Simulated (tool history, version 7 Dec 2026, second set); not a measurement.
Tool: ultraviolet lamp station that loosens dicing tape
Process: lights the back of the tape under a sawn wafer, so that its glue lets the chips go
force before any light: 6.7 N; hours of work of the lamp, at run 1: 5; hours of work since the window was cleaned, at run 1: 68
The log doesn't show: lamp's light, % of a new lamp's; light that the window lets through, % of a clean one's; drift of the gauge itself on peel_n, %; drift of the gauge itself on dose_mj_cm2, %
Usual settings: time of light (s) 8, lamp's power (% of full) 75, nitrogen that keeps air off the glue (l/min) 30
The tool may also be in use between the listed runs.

run,hour,time of light (s),lamp's power (% of full),nitrogen that keeps air off the glue (l/min),hours of work of the lamp,hours of work since the window was cleaned,force that peels the tape off (N),light that reached the tape (J/m2)
1,0.0,8,75,30,5,68,0.246,3170
2,11.9,8,75,30,11,73,0.246,3180
3,23.9,8,75,30,16,78,0.237,3120
4,31.2,8,75,30,19,82,0.246,3210
5,43.5,8,75,14,25,87,0.446,3160
6,55.5,8,75,30,30,92,0.229,3190
7,62.5,8,75,30,33,95,0.240,3120
8,69.5,8,75,13,36,99,0.478,3210
9,80.2,8,75,30,41,103,0.236,3180
10,93.2,8,75,30,46,109,0.249,3160
11,105.7,8,93,30,52,114,0.136,3890
12,112.9,8,93,30,55,118,0.138,3860
13,121.9,8,93,30,59,122,0.139,3860
14,130.2,8,93,30,63,125,0.142,3790
15,136.9,8,93,30,66,128,0.140,3880
16,146.9,8,93,30,70,133,0.142,3910
17,156.2,8,93,16,74,137,0.240,3860
18,168.6,8,75,30,80,142,0.255,3090
19,181.1,15,75,30,85,148,0.073,5750
20,191.7,7,75,30,90,152,0.379,2710
21,199.1,7,75,30,93,156,0.364,2740
22,208.8,7,75,30,98,160,0.358,2650
23,217.9,11,75,17,102,164,0.178,4270
24,230.0,11,75,17,107,169,0.174,4230
# hour 231.6: window cleaned of glue's vapour
25,239.8,11,75,17,111,4,0.196,4140
26,252.6,8,75,31,117,9,0.262,3000
27,263.6,9,74,40,122,14,0.170,3330
28,275.8,4,69,30,127,19,1.450,1390
# hour 280.2: window cleaned of glue's vapour, once more
29,284.2,5,92,48,130,2,0.345,2390
30,297.5,5,92,48,136,8,0.367,2450
31,303.8,10,75,30,139,10,0.130,3970
32,311.2,9,77,36,142,14,0.148,3610
33,319.5,9,75,21,146,17,0.231,3490
34,329.0,8,69,43,150,22,0.247,2880
35,335.7,8,69,43,153,24,0.234,2870
36,345.7,10,67,29,158,29,0.192,3500
37,354.9,10,67,29,162,33,0.189,3460
38,360.9,12,65,27,164,36,0.118,4050
39,369.1,6,67,12,168,39,1.191,2090
40,375.8,9,81,30,171,42,0.145,3770
41,383.3,9,68,11,174,46,0.509,3170

Forecast each of these 5 alternatives for the next run:
A,390.2,15,78,40,177,49,?,?
B,390.2,9,68,22,177,49,?,?
C,390.2,9,99,12,177,49,?,?
D,390.2,6,68,11,177,49,?,?
E,390.2,12,80,49,177,49,?,?

run,force that peels the tape off (N),light that reached the tape (J/m2)
A,0.068,6090
B,0.304,3180
C,0.189,4630
D,1.217,2090
E,0.075,4960
Without the tool's hidden state the same runs would have given:
run,force that peels the tape off (N),light that reached the tape (J/m2)
A,0.066,6380
B,0.268,3340
C,0.166,4850
D,1.123,2190
E,0.072,5200
